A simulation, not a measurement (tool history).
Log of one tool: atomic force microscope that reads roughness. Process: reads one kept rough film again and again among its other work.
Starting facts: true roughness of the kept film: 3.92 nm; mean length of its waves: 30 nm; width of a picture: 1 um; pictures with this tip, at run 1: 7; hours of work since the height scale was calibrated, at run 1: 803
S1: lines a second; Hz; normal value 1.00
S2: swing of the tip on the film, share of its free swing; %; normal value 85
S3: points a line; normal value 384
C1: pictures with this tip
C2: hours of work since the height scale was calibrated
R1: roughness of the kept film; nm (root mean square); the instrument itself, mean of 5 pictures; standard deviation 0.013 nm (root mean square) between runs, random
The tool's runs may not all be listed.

run 1 hour=0.0 | S1=1.00 S2=85 S3=384 | C1=7 C2=803 | R1=2.908
run 2 hour=29.8 | S1=1.00 S2=85 S3=775 | C1=44 C2=821 | R1=2.850
run 3 hour=67.3 | S1=1.00 S2=85 S3=775 | C1=92 C2=844 | R1=2.760
run 4 hour=88.8 | S1=1.00 S2=85 S3=384 | C1=119 C2=857 | R1=2.686
run 5 hour=140.6 | S1=1.00 S2=85 S3=417 | C1=185 C2=889 | R1=2.565
run 6 hour=173.7 | S1=1.00 S2=85 S3=384 | C1=227 C2=909 | R1=2.496
run 7 hour=221.2 | S1=1.00 S2=85 S3=384 | C1=288 C2=938 | R1=2.409
-- hour=247.7 new tip fitted
run 8 hour=270.6 | S1=1.00 S2=85 S3=384 | C1=29 C2=968 | R1=2.866
run 9 hour=295.8 | S1=1.00 S2=85 S3=384 | C1=61 C2=984 | R1=2.822
run 10 hour=337.2 | S1=1.00 S2=85 S3=384 | C1=114 C2=1009 | R1=2.699
run 11 hour=368.2 | S1=1.00 S2=85 S3=384 | C1=153 C2=1028 | R1=2.661
run 12 hour=395.7 | S1=1.00 S2=85 S3=384 | C1=188 C2=1045 | R1=2.599
run 13 hour=418.4 | S1=1.00 S2=85 S3=384 | C1=217 C2=1059 | R1=2.544
run 14 hour=449.6 | S1=1.00 S2=85 S3=775 | C1=256 C2=1078 | R1=2.503
-- hour=500.7 new tip fitted
run 15 hour=501.2 | S1=0.62 S2=57 S3=469 | C1=0 C2=1109 | R1=3.241
run 16 hour=523.7 | S1=2.91 S2=84 S3=761 | C1=29 C2=1123 | R1=2.481
run 17 hour=573.8 | S1=0.52 S2=83 S3=678 | C1=93 C2=1154 | R1=2.946
run 18 hour=599.5 | S1=0.52 S2=83 S3=678 | C1=125 C2=1169 | R1=2.834
run 19 hour=644.3 | S1=1.00 S2=85 S3=1000 | C1=182 C2=1197 | R1=2.581
run 20 hour=693.8 | S1=1.61 S2=56 S3=384 | C1=245 C2=1227 | R1=2.659
run 21 hour=733.1 | S1=2.43 S2=85 S3=384 | C1=295 C2=1251 | R1=2.101
-- hour=755.0 new tip fitted
run 22 hour=755.5 | S1=1.47 S2=85 S3=658 | C1=1 C2=1264 | R1=2.837
run 23 hour=788.7 | S1=1.47 S2=85 S3=658 | C1=43 C2=1285 | R1=2.733
run 24 hour=812.8 | S1=1.76 S2=57 S3=688 | C1=74 C2=1299 | R1=3.003
run 25 hour=845.3 | S1=1.76 S2=57 S3=688 | C1=115 C2=1319 | R1=2.913
run 26 hour=873.5 | S1=1.76 S2=57 S3=688 | C1=151 C2=1337 | R1=2.824
run 27 hour=921.2 | S1=2.34 S2=81 S3=1004 | C1=212 C2=1366 | R1=2.343
run 28 hour=972.5 | S1=2.34 S2=81 S3=1004 | C1=277 C2=1397 | R1=2.260

What if the next run were any one of these 3? Each begins from the tool's condition after run 28:
run A hour=995.7 | S1=2.34 S2=57 S3=745 | C1=306 C2=1411 | R1=?
run B hour=995.7 | S1=0.62 S2=85 S3=384 | C1=306 C2=1411 | R1=?
run C hour=995.7 | S1=0.54 S2=65 S3=346 | C1=306 C2=1411 | R1=?

run=A R1=2.554
run=B R1=2.506
run=C R1=2.583
What these runs would have given with no unlogged condition in the tool:
run=A R1=3.182
run=B R1=3.123
run=C R1=3.219
